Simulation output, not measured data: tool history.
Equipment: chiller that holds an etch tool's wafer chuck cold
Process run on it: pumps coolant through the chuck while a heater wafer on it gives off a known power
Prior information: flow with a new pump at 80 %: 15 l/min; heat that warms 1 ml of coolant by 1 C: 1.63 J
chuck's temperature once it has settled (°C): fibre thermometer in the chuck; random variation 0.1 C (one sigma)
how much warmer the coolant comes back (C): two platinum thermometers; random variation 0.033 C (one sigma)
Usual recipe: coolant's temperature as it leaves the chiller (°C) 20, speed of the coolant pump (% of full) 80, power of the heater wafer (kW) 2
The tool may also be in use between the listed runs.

run	hour	coolant's temperature as it leaves the chiller (°C)	speed of the coolant pump (% of full)	power of the heater wafer (kW)	chuck's temperature once it has settled (°C)	how much warmer the coolant comes back (C)
1	0	20	80	2	33.9	5.43
2	155.3	29	80	2	43.2	5.5
3	243.2	20	80	2	34	5.59
4	314	20	63	2	36.6	7.03
5	425.6	20	63	2	36.6	7.01
6	570.2	20	80	2	34.5	5.64
# hour 578.2: chiller's thermometer calibrated
7	684.7	20	80	2	34.6	5.64
8	808.9	20	80	2	34.8	5.58
# hour 895.2: chiller's thermometer calibrated, once more
9	935.4	19	96	1.306	27.5	3.13
10	1021.6	19	96	1.306	27.6	3.06
11	1121.8	10	96	1.802	21.9	4.18
12	1215.1	29	73	1.335	39.5	4.12
13	1317	29	73	1.335	39.5	4.06

Branching from run 13: 3 alternative next runs. What would each branch give?
A	1464	20	93	2	?	?
B	1464	20	80	2.213	?	?
C	1464	22	78	1.45	?	?

run	chuck's temperature once it has settled (°C)	how much warmer the coolant comes back (C)
A	33.7	4.88
B	36.4	6.28
C	33.1	4.26
Had the tool no hidden state, the same runs would have come out as:
run	chuck's temperature once it has settled (°C)	how much warmer the coolant comes back (C)
A	31.3	4.24
B	33.4	5.47
C	31.1	3.71
